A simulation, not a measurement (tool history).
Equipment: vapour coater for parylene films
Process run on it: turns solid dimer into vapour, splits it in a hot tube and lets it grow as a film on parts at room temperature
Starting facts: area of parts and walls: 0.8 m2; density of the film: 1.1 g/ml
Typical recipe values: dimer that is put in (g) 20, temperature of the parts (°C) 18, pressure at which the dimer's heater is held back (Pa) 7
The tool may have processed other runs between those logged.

run	hour	dimer that is put in (g)	temperature of the parts (°C)	pressure at which the dimer's heater is held back (Pa)	thickness of the film (µm)
1	0	20	18	7	15.43
2	15.2	20	18	7	15.15
3	29.8	20	18	7	15.31
4	50.5	20	18	7	15.12
5	64	20	18	7	15.16
# hour 69.3: trap's valve overhauled
6	77	20	18	7	13.74
7	89.2	20	18	3.5	15.69
8	99.1	31	20	10.95	18.15
9	109	31	20	10.95	18.32
10	129.7	31	20	2.91	22.51

Consider 5 possible next runs. They are alternatives, not a sequence: every one starts from the tool as it was left by run 10. What does each give?
# hour 140.9: trap's valve overhauled, once more
A	144.9	29	18	7	?
# hour 140.9: trap's valve overhauled, once more
B	144.9	20	21	9.8	?
# hour 140.9: trap's valve overhauled, once more
C	144.9	25	25	5.74	?
# hour 140.9: trap's valve overhauled, once more
D	144.9	20	24	3.37	?
# hour 140.9: trap's valve overhauled, once more
E	144.9	25	18	3.95	?

run	thickness of the film (µm)
A	24.41
B	13.99
C	16.3
D	15.03
E	23.08
Stripped of hidden state, with their random variation kept, the same runs would have yielded:
run	thickness of the film (µm)
A	24.66
B	14.13
C	16.46
D	15.18
E	23.32
